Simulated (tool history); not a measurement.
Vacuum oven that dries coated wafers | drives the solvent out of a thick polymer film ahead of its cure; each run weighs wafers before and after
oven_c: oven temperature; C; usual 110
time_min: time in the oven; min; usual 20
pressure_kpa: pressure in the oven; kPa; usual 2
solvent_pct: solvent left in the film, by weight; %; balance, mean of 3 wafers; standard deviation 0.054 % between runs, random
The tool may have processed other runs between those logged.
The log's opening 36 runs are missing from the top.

run	hour	oven_c	time_min	pressure_kpa	hours of work since the thermocouples were calibrated	hours of work since the vacuum gauge was cleaned of residue	solvent_pct
37	1069.6	107	18	1.98	184	1868	2.88
38	1092.5	107	18	1.98	200	1883	2.97
39	1120	107	18	1.98	218	1902	2.89
40	1160	106	30	6.53	245	1929	3.89
41	1179.1	96	22	4.99	258	1942	6.55
42	1206.2	107	18	4.99	276	1960	4.25
43	1234.5	124	20	2	296	1979	0.68
44	1259.2	124	20	2	312	1996	0.67
45	1288.9	97	18	2	332	2016	5.45
46	1317.7	107	24	1.62	352	2035	1.88
47	1356.8	107	24	1.62	378	2061	1.9

Forecast each of these 4 alternatives for the next run:
A	1392.1	107	24	7.61	402	2085	?
B	1392.1	114	24	1.19	402	2085	?
C	1392.1	113	15	6.47	402	2085	?
D	1392.1	118	24	1.62	402	2085	?

run	solvent_pct
A	4.54
B	0.9
C	3.88
D	0.69
Take away the tool's hidden state, keep each run's random variation, and the runs would have read:
run	solvent_pct
A	4.51
B	0.88
C	3.85
D	0.67
